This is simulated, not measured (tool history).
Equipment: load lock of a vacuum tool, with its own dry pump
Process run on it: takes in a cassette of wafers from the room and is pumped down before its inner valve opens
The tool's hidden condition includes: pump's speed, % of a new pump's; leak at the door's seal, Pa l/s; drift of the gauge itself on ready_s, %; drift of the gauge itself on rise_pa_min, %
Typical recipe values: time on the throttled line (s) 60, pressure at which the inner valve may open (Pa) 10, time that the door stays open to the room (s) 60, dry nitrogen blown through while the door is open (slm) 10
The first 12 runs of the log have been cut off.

run	hour	time on the throttled line (s)	pressure at which the inner valve may open (Pa)	time that the door stays open to the room (s)	dry nitrogen blown through while the door is open (slm)	hours that the pump has run since its overhaul	times that the door has closed on its seal	incoming humidity of the room's air, %	time from the closed door until the inner valve may open (s)	rise of the pressure with all valves shut (Pa/min)
13	2752.4	60	17	60	14	7602	33043	43.9	123.2	0.195
14	2879.4	60	17	60	14	7729	33480	46.8	121.8	0.196
15	3013.2	60	16	60	10	7863	33941	46.0	121.7	0.206
16	3239.1	60	16	60	10	8089	34718	46.3	122.1	0.216
17	3537.4	60	10	41	10	8387	35745	46.4	127.0	0.211
18	3709.1	60	10	41	10	8559	36336	42.1	124.9	0.212
19	3969.5	60	10	41	10	8819	37232	46.9	127.0	0.227
20	4207.1	102	15	47	10	9057	38050	45.8	155.6	0.225
21	4433.3	102	15	47	10	9283	38828	44.2	154.6	0.234
22	4658.0	32	7	47	43	9508	39602	47.5	111.5	0.227
23	4780.8	32	7	47	43	9631	40024	46.8	111.0	0.226
24	4910.0	60	16	60	9	9760	40469	44.1	124.8	0.250
25	5072.7	60	10	37	10	9923	41029	48.2	128.0	0.252
26	5373.5	109	10	60	17	10223	42064	42.4	164.3	0.257
27	5623.9	76	10	184	17	10474	42926	46.6	141.5	0.308
28	5791.1	50	10	184	22	10641	43502	43.8	122.1	0.304
29	5972.3	32	10	151	10	10822	44125	47.5	109.2	0.326
30	6231.3	32	10	151	25	11081	45017	46.9	107.2	0.308
31	6468.8	54	11	151	31	11319	45834	41.4	125.3	0.299
32	6772.0	60	10	42	4	11622	46878	45.2	128.3	0.302
33	6951.2	109	9	130	4	11801	47494	45.7	167.2	0.354
34	7189.3	58	14	130	9	12039	48314	47.8	125.2	0.350
35	7358.3	58	10	77	9	12208	48896	43.5	128.7	0.327
36	7514.5	60	7	60	10	12364	49433	49.0	133.1	0.340
37	7753.9	34	13	108	10	12604	50257	48.1	107.9	0.357

Each row is a separate what-if for the run after 37, all from the same tool condition, not one after another. Results?
A	7913.9	54	10	57	35	12764	50808	47.4	?	?
B	7913.9	60	8	60	26	12764	50808	44.2	?	?
C	7913.9	46	11	39	10	12764	50808	43.9	?	?

run	time from the closed door until the inner valve may open (s)	rise of the pressure with all valves shut (Pa/min)
A	125.9	0.335
B	132.4	0.329
C	119.3	0.329
With the hidden condition removed and each run's random variation left untouched, the same runs would have given:
run	time from the closed door until the inner valve may open (s)	rise of the pressure with all valves shut (Pa/min)
A	116.3	0.034
B	122.9	0.031
C	109.7	0.028
